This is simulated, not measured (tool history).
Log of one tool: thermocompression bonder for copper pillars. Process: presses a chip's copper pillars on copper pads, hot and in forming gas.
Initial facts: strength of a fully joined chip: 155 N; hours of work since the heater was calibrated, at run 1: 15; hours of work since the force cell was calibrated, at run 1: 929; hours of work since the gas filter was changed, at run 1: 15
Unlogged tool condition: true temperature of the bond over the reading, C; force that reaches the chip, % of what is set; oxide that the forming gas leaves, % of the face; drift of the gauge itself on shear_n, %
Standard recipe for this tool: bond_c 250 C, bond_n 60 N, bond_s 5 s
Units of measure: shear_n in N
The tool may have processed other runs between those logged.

| run | day | bond_c | bond_n | bond_s | hours of work since the heater was calibrated | hours of work since the force cell was calibrated | hours of work since the gas filter was changed | shear_n |
|---|---|---|---|---|---|---|---|---|
| 1 | 0.000 | 250 | 60 | 5 | 15 | 929 | 15 | 101.2 |
| 2 | 2.454 | 250 | 60 | 5 | 59 | 972 | 59 | 99.5 |
| 3 | 4.100 | 250 | 60 | 5 | 88 | 1001 | 88 | 99.1 |
|  | 4.383 | force cell calibrated |
| 4 | 6.750 | 250 | 58 | 5 | 133 | 42 | 133 | 99.8 |
| 5 | 8.867 | 250 | 60 | 4 | 170 | 79 | 170 | 93.5 |
| 6 | 10.975 | 250 | 60 | 4 | 208 | 116 | 208 | 93.9 |
| 7 | 12.383 | 250 | 60 | 5 | 232 | 141 | 232 | 99.8 |
| 8 | 13.575 | 249 | 60 | 5 | 253 | 162 | 253 | 100.8 |
| 9 | 15.917 | 222 | 60 | 5 | 295 | 203 | 295 | 75.1 |
| 10 | 17.996 | 222 | 60 | 5 | 331 | 240 | 331 | 75.6 |
| 11 | 19.921 | 222 | 60 | 4 | 365 | 274 | 365 | 70.0 |
| 12 | 22.262 | 250 | 60 | 5 | 406 | 315 | 406 | 99.9 |
| 13 | 24.692 | 250 | 60 | 5 | 449 | 358 | 449 | 98.2 |
|  | 25.371 | forming gas filter changed |
| 14 | 26.162 | 250 | 60 | 5 | 475 | 383 | 14 | 99.4 |
| 15 | 28.354 | 248 | 60 | 5 | 513 | 422 | 53 | 98.3 |
| 16 | 30.196 | 248 | 60 | 5 | 546 | 454 | 85 | 97.0 |
| 17 | 32.483 | 248 | 60 | 5 | 586 | 495 | 125 | 96.2 |
| 18 | 33.592 | 248 | 60 | 5 | 605 | 514 | 145 | 98.0 |
| 19 | 36.200 | 248 | 60 | 5 | 651 | 560 | 191 | 98.3 |
| 20 | 37.833 | 248 | 60 | 5 | 680 | 589 | 219 | 97.8 |
| 21 | 39.304 | 248 | 60 | 5 | 706 | 615 | 245 | 99.9 |
| 22 | 41.029 | 250 | 53 | 5 | 736 | 645 | 276 | 91.8 |
| 23 | 42.592 | 270 | 41 | 8 | 764 | 673 | 303 | 107.1 |
| 24 | 44.346 | 225 | 38 | 7 | 795 | 704 | 334 | 61.7 |
| 25 | 46.225 | 225 | 38 | 7 | 828 | 737 | 367 | 61.2 |
| 26 | 48.804 | 250 | 71 | 5 | 873 | 782 | 413 | 110.3 |
| 27 | 50.108 | 250 | 69 | 8 | 896 | 805 | 436 | 121.5 |
|  | 51.604 | forming gas filter changed |
| 28 | 52.271 | 247 | 76 | 6 | 934 | 843 | 12 | 117.6 |
|  | 52.579 | heater calibrated with a thermocouple chip |
| 29 | 54.038 | 247 | 76 | 6 | 26 | 872 | 41 | 116.7 |
| 30 | 55.396 | 247 | 76 | 6 | 50 | 896 | 65 | 115.3 |
| 31 | 57.375 | 256 | 40 | 6 | 85 | 931 | 100 | 86.0 |
| 32 | 59.383 | 250 | 44 | 13 | 120 | 966 | 136 | 109.1 |
| 33 | 60.617 | 251 | 60 | 5 | 142 | 988 | 157 | 100.0 |
|  | 61.679 | force cell calibrated |
| 34 | 63.150 | 245 | 38 | 5 | 185 | 26 | 201 | 68.1 |
| 35 | 64.229 | 255 | 74 | 6 | 204 | 45 | 220 | 120.2 |
| 36 | 66.179 | 255 | 74 | 6 | 238 | 79 | 254 | 121.3 |
| 37 | 68.750 | 243 | 60 | 5 | 284 | 125 | 299 | 92.7 |
| 38 | 70.633 | 243 | 66 | 9 | 317 | 158 | 333 | 114.5 |
| 39 | 73.104 | 250 | 44 | 3 | 360 | 201 | 376 | 68.2 |
| 40 | 75.225 | 250 | 44 | 3 | 398 | 239 | 413 | 66.3 |

Branching from run 40: 3 alternative next runs. What would each branch give?
| A | 76.750 | 250 | 75 | 3 | 425 | 265 | 440 | ? |
| B | 76.750 | 277 | 48 | 3 | 425 | 265 | 440 | ? |
| C | 76.750 | 242 | 56 | 4 | 425 | 265 | 440 | ? |

| run | shear_n |
|---|---|
| A | 97.7 |
| B | 92.8 |
| C | 81.9 |
Had the tool no hidden state, the same runs would have come out as:
| run | shear_n |
|---|---|
| A | 98.0 |
| B | 93.2 |
| C | 82.1 |
